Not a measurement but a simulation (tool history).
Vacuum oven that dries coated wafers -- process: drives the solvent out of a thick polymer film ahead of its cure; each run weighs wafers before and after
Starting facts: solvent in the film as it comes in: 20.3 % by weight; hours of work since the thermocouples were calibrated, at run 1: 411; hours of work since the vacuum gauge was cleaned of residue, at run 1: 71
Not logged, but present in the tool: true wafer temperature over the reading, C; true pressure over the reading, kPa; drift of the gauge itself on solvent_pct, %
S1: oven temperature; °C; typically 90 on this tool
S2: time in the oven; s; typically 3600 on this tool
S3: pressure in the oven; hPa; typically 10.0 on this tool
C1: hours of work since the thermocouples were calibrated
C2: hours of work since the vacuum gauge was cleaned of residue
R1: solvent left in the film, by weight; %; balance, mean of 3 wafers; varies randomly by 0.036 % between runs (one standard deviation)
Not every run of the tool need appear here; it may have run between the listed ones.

| run | day | S1 | S2 | S3 | C1 | C2 | R1 |
|---|---|---|---|---|---|---|---|
| 1 | 0.000 | 90 | 3600 | 10.0 | 411 | 71 | 1.14 |
| 2 | 1.512 | 90 | 3600 | 10.0 | 436 | 96 | 1.12 |
| 3 | 2.583 | 80 | 3600 | 10.0 | 453 | 113 | 3.74 |
| 4 | 3.804 | 80 | 3600 | 10.0 | 473 | 133 | 3.79 |
| 5 | 4.625 | 80 | 3600 | 10.0 | 486 | 146 | 3.75 |
| 6 | 6.088 | 80 | 3600 | 10.0 | 510 | 170 | 3.81 |
| 7 | 7.029 | 80 | 3600 | 10.0 | 525 | 185 | 3.78 |
| 8 | 8.175 | 80 | 3600 | 10.0 | 544 | 204 | 3.80 |
| 9 | 9.725 | 90 | 3600 | 10.0 | 569 | 229 | 1.17 |
| 10 | 11.046 | 90 | 3360 | 10.0 | 590 | 250 | 1.28 |
| 11 | 11.992 | 90 | 3360 | 10.0 | 605 | 266 | 1.33 |
| 12 | 12.675 | 90 | 3360 | 10.0 | 616 | 277 | 1.35 |
| 13 | 14.092 | 90 | 3360 | 10.0 | 639 | 300 | 1.40 |
| 14 | 15.312 | 90 | 3360 | 10.0 | 659 | 319 | 1.37 |
| 15 | 16.100 | 90 | 3360 | 10.0 | 672 | 332 | 1.36 |
| 16 | 17.612 | 90 | 1980 | 10.0 | 696 | 357 | 3.41 |
| 17 | 18.962 | 90 | 1980 | 10.0 | 718 | 379 | 3.42 |
| 18 | 19.983 | 90 | 3600 | 10.0 | 735 | 395 | 1.20 |
| 19 | 20.962 | 90 | 3600 | 10.0 | 751 | 411 | 1.22 |
| 20 | 22.021 | 90 | 3600 | 10.0 | 768 | 428 | 1.25 |
| 21 | 23.296 | 105 | 3600 | 10.0 | 788 | 449 | 0.28 |
| 22 | 24.417 | 90 | 3600 | 10.0 | 807 | 467 | 1.30 |
| 23 | 25.508 | 90 | 3600 | 10.0 | 824 | 484 | 1.27 |
| 24 | 26.588 | 90 | 3600 | 10.0 | 842 | 502 | 1.29 |
| 25 | 28.146 | 77 | 4680 | 7.7 | 867 | 527 | 3.69 |
| 26 | 29.558 | 86 | 1920 | 7.7 | 890 | 550 | 5.13 |
| 27 | 31.004 | 100 | 3600 | 10.0 | 913 | 573 | 0.39 |
| 28 | 31.762 | 100 | 5040 | 9.8 | 925 | 586 | 0.39 |
| 29 | 32.771 | 100 | 5040 | 7.1 | 942 | 602 | 0.22 |
| 30 | 34.079 | 100 | 5040 | 7.1 | 963 | 623 | 0.24 |
| 31 | 35.450 | 90 | 5100 | 22.9 | 985 | 645 | 1.41 |
| 32 | 36.117 | 90 | 5100 | 22.9 | 996 | 656 | 1.36 |
| 33 | 36.979 | 90 | 5100 | 22.9 | 1010 | 670 | 1.36 |
| 34 | 37.892 | 84 | 2640 | 11.9 | 1025 | 685 | 4.38 |
| 35 | 39.104 | 93 | 4500 | 17.5 | 1044 | 705 | 0.97 |
| 36 | 40.225 | 90 | 5760 | 10.0 | 1062 | 723 | 0.63 |
| 37 | 41.575 | 90 | 5760 | 10.0 | 1084 | 745 | 0.60 |
| 38 | 43.008 | 81 | 3600 | 6.8 | 1108 | 768 | 3.64 |
| 39 | 44.479 | 92 | 3600 | 7.9 | 1131 | 792 | 1.01 |
|  | 45.146 | oven's thermocouples calibrated |
| 40 | 46.050 | 92 | 3600 | 7.9 | 15 | 816 | 0.68 |
| 41 | 46.925 | 92 | 3600 | 7.9 | 29 | 830 | 0.65 |
| 42 | 48.367 | 90 | 3780 | 6.5 | 52 | 853 | 0.80 |
| 43 | 49.217 | 90 | 3780 | 6.5 | 66 | 867 | 0.79 |
| 44 | 50.283 | 94 | 2280 | 6.7 | 83 | 884 | 1.26 |
| 45 | 51.483 | 96 | 2400 | 7.4 | 103 | 904 | 0.92 |
| 46 | 52.600 | 96 | 2400 | 7.4 | 121 | 922 | 0.88 |

Forecast each of these 3 alternatives for the next run:
| A | 53.829 | 79 | 4980 | 12.6 | 141 | 942 | ? |
| B | 53.829 | 90 | 3600 | 13.7 | 141 | 942 | ? |
| C | 53.829 | 96 | 6360 | 12.7 | 141 | 942 | ? |

| run | R1 |
|---|---|
| A | 2.51 |
| B | 1.15 |
| C | 0.49 |
Had the tool no hidden state, the same runs would have come out as:
| run | R1 |
|---|---|
| A | 2.40 |
| B | 1.08 |
| C | 0.45 |

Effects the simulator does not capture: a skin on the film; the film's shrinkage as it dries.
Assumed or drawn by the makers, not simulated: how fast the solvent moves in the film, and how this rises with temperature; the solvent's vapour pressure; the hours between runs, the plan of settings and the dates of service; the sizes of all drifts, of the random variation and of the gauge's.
